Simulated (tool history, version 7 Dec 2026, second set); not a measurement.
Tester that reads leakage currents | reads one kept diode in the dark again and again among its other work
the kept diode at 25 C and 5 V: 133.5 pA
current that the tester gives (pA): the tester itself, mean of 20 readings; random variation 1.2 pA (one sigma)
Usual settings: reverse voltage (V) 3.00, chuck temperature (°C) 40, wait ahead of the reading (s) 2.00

| run | day | reverse voltage (V) | chuck temperature (°C) | wait ahead of the reading (s) | current that the tester gives (pA) |
|---|---|---|---|---|---|
| 1 | 0.000 | 3.00 | 40 | 2.00 | 362.29 |
| 2 | 2.592 | 3.00 | 34 | 2.00 | 225.40 |
| 3 | 5.671 | 3.00 | 31 | 2.00 | 175.55 |
| 4 | 7.979 | 3.00 | 31 | 2.00 | 174.62 |
| 5 | 10.983 | 3.00 | 40 | 2.00 | 359.21 |
| 6 | 13.212 | 3.00 | 40 | 2.00 | 356.35 |
| 7 | 15.204 | 3.00 | 40 | 2.00 | 356.53 |
|  | 15.596 | chuck's temperature calibrated |
| 8 | 17.008 | 3.00 | 37 | 2.00 | 276.90 |
| 9 | 20.058 | 3.00 | 37 | 2.00 | 277.12 |
| 10 | 22.288 | 3.00 | 40 | 6.46 | 350.05 |
| 11 | 24.342 | 4.94 | 40 | 8.36 | 417.85 |
| 12 | 26.267 | 6.35 | 24 | 8.36 | 126.13 |
| 13 | 29.117 | 12.23 | 30 | 0.82 | 268.12 |
| 14 | 31.229 | 1.62 | 40 | 2.89 | 274.43 |
| 15 | 34.488 | 7.42 | 47 | 2.02 | 825.29 |
|  | 35.562 | chuck's temperature calibrated, once more |
| 16 | 36.167 | 7.42 | 47 | 2.02 | 926.03 |
| 17 | 38.917 | 7.42 | 47 | 2.02 | 923.05 |
| 18 | 40.600 | 7.42 | 54 | 6.18 | 1533.08 |
| 19 | 42.062 | 2.92 | 40 | 2.00 | 382.45 |

Forecast each of these 5 alternatives for the next run:
| A | 45.388 | 17.26 | 21 | 1.62 | ? |
| B | 45.388 | 2.92 | 36 | 2.00 | ? |
| C | 45.388 | 5.17 | 40 | 2.38 | ? |
| D | 45.388 | 4.80 | 36 | 2.00 | ? |
| E | 45.388 | 3.00 | 24 | 0.72 | ? |

| run | current that the tester gives (pA) |
|---|---|
| A | 168.99 |
| B | 276.81 |
| C | 470.66 |
| D | 332.23 |
| E | 104.99 |
Without the tool's hidden state the same runs would have given:
| run | current that the tester gives (pA) |
|---|---|
| A | 150.58 |
| B | 276.83 |
| C | 470.30 |
| D | 330.72 |
| E | 102.81 |
